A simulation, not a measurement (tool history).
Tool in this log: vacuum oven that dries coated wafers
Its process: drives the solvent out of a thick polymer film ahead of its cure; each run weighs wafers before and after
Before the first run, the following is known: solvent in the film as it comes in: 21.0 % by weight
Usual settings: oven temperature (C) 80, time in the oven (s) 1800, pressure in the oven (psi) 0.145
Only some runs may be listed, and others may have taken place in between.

| run | hour | oven temperature (C) | time in the oven (s) | pressure in the oven (psi) | solvent left in the film (%) |
|---|---|---|---|---|---|
| 1 | 0.0 | 80 | 1800 | 0.145 | 4.34 |
| 2 | 23.3 | 80 | 1800 | 0.453 | 5.78 |
| 3 | 41.3 | 80 | 1800 | 0.453 | 5.81 |
| 4 | 59.3 | 80 | 1800 | 0.145 | 4.39 |
| 5 | 80.8 | 80 | 1800 | 0.145 | 4.45 |
| 6 | 109.0 | 80 | 1800 | 0.145 | 4.54 |
|  | 113.4 | vacuum gauge cleaned of residue and calibrated |
| 7 | 145.9 | 80 | 1020 | 0.132 | 7.84 |

Run 8 has not been measured yet. What should we expect?
| 8 | 170.2 | 80 | 1020 | 0.132 | ? |

Run 8 gave solvent left in the film (%) 7.72.
Were there no unlogged condition in the tool, this run, its random variation unchanged, would have produced solvent left in the film (%) 7.44.
